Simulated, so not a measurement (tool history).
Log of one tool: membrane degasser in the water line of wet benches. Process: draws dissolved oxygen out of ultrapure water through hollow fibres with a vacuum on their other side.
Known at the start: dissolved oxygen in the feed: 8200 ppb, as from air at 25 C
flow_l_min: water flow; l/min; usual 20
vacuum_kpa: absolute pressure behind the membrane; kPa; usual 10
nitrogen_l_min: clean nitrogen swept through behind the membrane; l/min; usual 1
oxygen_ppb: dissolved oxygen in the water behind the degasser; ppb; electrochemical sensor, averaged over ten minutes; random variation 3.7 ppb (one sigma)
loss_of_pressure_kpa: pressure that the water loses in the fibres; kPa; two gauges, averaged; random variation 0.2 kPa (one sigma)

run 1 hour=0 | flow_l_min=20 vacuum_kpa=10 nitrogen_l_min=1 | oxygen_ppb=369.4 loss_of_pressure_kpa=44.35
run 2 hour=93 | flow_l_min=20 vacuum_kpa=10 nitrogen_l_min=1 | oxygen_ppb=371.5 loss_of_pressure_kpa=44.42
run 3 hour=159.8 | flow_l_min=20 vacuum_kpa=23.9 nitrogen_l_min=1 | oxygen_ppb=913.4 loss_of_pressure_kpa=44.54
run 4 hour=264.4 | flow_l_min=20 vacuum_kpa=23.9 nitrogen_l_min=1 | oxygen_ppb=909.2 loss_of_pressure_kpa=44.08
run 5 hour=410 | flow_l_min=20 vacuum_kpa=10 nitrogen_l_min=0.7 | oxygen_ppb=466.7 loss_of_pressure_kpa=44.43
run 6 hour=555 | flow_l_min=20 vacuum_kpa=10 nitrogen_l_min=0.79 | oxygen_ppb=432.4 loss_of_pressure_kpa=44.33
run 7 hour=655.9 | flow_l_min=15 vacuum_kpa=10 nitrogen_l_min=0.79 | oxygen_ppb=319 loss_of_pressure_kpa=33.48
-- hour=663.3 vacuum gauge calibrated
run 8 hour=767.6 | flow_l_min=15 vacuum_kpa=10 nitrogen_l_min=0.79 | oxygen_ppb=313.4 loss_of_pressure_kpa=33.23
run 9 hour=859.1 | flow_l_min=15 vacuum_kpa=10 nitrogen_l_min=0.79 | oxygen_ppb=314.7 loss_of_pressure_kpa=33.57
run 10 hour=956.6 | flow_l_min=20 vacuum_kpa=10 nitrogen_l_min=1 | oxygen_ppb=372.6 loss_of_pressure_kpa=44.2
run 11 hour=1071.2 | flow_l_min=28 vacuum_kpa=10 nitrogen_l_min=1 | oxygen_ppb=575.6 loss_of_pressure_kpa=62.43
run 12 hour=1171.8 | flow_l_min=20 vacuum_kpa=10 nitrogen_l_min=0.47 | oxygen_ppb=616.8 loss_of_pressure_kpa=44.83
run 13 hour=1252.5 | flow_l_min=20 vacuum_kpa=10 nitrogen_l_min=0.47 | oxygen_ppb=611.2 loss_of_pressure_kpa=44.53
-- hour=1312.6 seals of the vacuum lines changed
run 14 hour=1400.8 | flow_l_min=20 vacuum_kpa=10 nitrogen_l_min=0.47 | oxygen_ppb=614.3 loss_of_pressure_kpa=44.6
run 15 hour=1492.7 | flow_l_min=13 vacuum_kpa=10 nitrogen_l_min=1 | oxygen_ppb=214.6 loss_of_pressure_kpa=29.11
run 16 hour=1556.5 | flow_l_min=20 vacuum_kpa=10.7 nitrogen_l_min=1 | oxygen_ppb=400.2 loss_of_pressure_kpa=44.32
run 17 hour=1630.7 | flow_l_min=20 vacuum_kpa=10 nitrogen_l_min=1 | oxygen_ppb=369.3 loss_of_pressure_kpa=44.63
run 18 hour=1773.5 | flow_l_min=20 vacuum_kpa=10 nitrogen_l_min=1 | oxygen_ppb=374.3 loss_of_pressure_kpa=44.9
run 19 hour=1914.5 | flow_l_min=20 vacuum_kpa=10 nitrogen_l_min=1 | oxygen_ppb=366.1 loss_of_pressure_kpa=44.82
run 20 hour=2025.9 | flow_l_min=25 vacuum_kpa=9.2 nitrogen_l_min=1 | oxygen_ppb=461.5 loss_of_pressure_kpa=55.83
run 21 hour=2119.4 | flow_l_min=25 vacuum_kpa=9.2 nitrogen_l_min=1 | oxygen_ppb=455.7 loss_of_pressure_kpa=55.7
run 22 hour=2227.9 | flow_l_min=16 vacuum_kpa=17.7 nitrogen_l_min=1 | oxygen_ppb=539 loss_of_pressure_kpa=35.76
run 23 hour=2375.3 | flow_l_min=16 vacuum_kpa=17.7 nitrogen_l_min=1 | oxygen_ppb=546.1 loss_of_pressure_kpa=36.12
run 24 hour=2449.4 | flow_l_min=17 vacuum_kpa=10 nitrogen_l_min=2.88 | oxygen_ppb=148.5 loss_of_pressure_kpa=38.32
run 25 hour=2593 | flow_l_min=23 vacuum_kpa=7 nitrogen_l_min=0.42 | oxygen_ppb=484 loss_of_pressure_kpa=51.64
run 26 hour=2663 | flow_l_min=20 vacuum_kpa=16.4 nitrogen_l_min=1.01 | oxygen_ppb=619.8 loss_of_pressure_kpa=44.97
run 27 hour=2777.5 | flow_l_min=20 vacuum_kpa=16.4 nitrogen_l_min=1.01 | oxygen_ppb=618.1 loss_of_pressure_kpa=45.08
run 28 hour=2925.2 | flow_l_min=15 vacuum_kpa=6.8 nitrogen_l_min=0.99 | oxygen_ppb=156.9 loss_of_pressure_kpa=33.94
run 29 hour=3034.4 | flow_l_min=28 vacuum_kpa=21.5 nitrogen_l_min=1 | oxygen_ppb=1158.6 loss_of_pressure_kpa=63.09
run 30 hour=3101.4 | flow_l_min=28 vacuum_kpa=21.5 nitrogen_l_min=0.96 | oxygen_ppb=1180.1 loss_of_pressure_kpa=63.11
run 31 hour=3215.9 | flow_l_min=16 vacuum_kpa=6.2 nitrogen_l_min=1.02 | oxygen_ppb=148.2 loss_of_pressure_kpa=36.22
run 32 hour=3356.8 | flow_l_min=28 vacuum_kpa=6.2 nitrogen_l_min=1.1 | oxygen_ppb=378.1 loss_of_pressure_kpa=63.29
run 33 hour=3481.4 | flow_l_min=16 vacuum_kpa=13.8 nitrogen_l_min=1.1 | oxygen_ppb=383.8 loss_of_pressure_kpa=36.09

3 ways to go on from here, each from the tool as it stands after run 33. What would each give?
run A hour=3611.1 | flow_l_min=26 vacuum_kpa=7.3 nitrogen_l_min=0.83 | oxygen_ppb=? loss_of_pressure_kpa=?
run B hour=3611.1 | flow_l_min=14 vacuum_kpa=9.7 nitrogen_l_min=1.83 | oxygen_ppb=? loss_of_pressure_kpa=?
run C hour=3611.1 | flow_l_min=12 vacuum_kpa=21.9 nitrogen_l_min=0.59 | oxygen_ppb=? loss_of_pressure_kpa=?

run=A oxygen_ppb=439.3 loss_of_pressure_kpa=58.55
run=B oxygen_ppb=146.2 loss_of_pressure_kpa=31.73
run=C oxygen_ppb=778.4 loss_of_pressure_kpa=26.98
Without the tool's hidden state the same runs would have given:
run=A oxygen_ppb=425 loss_of_pressure_kpa=57.39
run=B oxygen_ppb=142.7 loss_of_pressure_kpa=31.11
run=C oxygen_ppb=775 loss_of_pressure_kpa=26.45
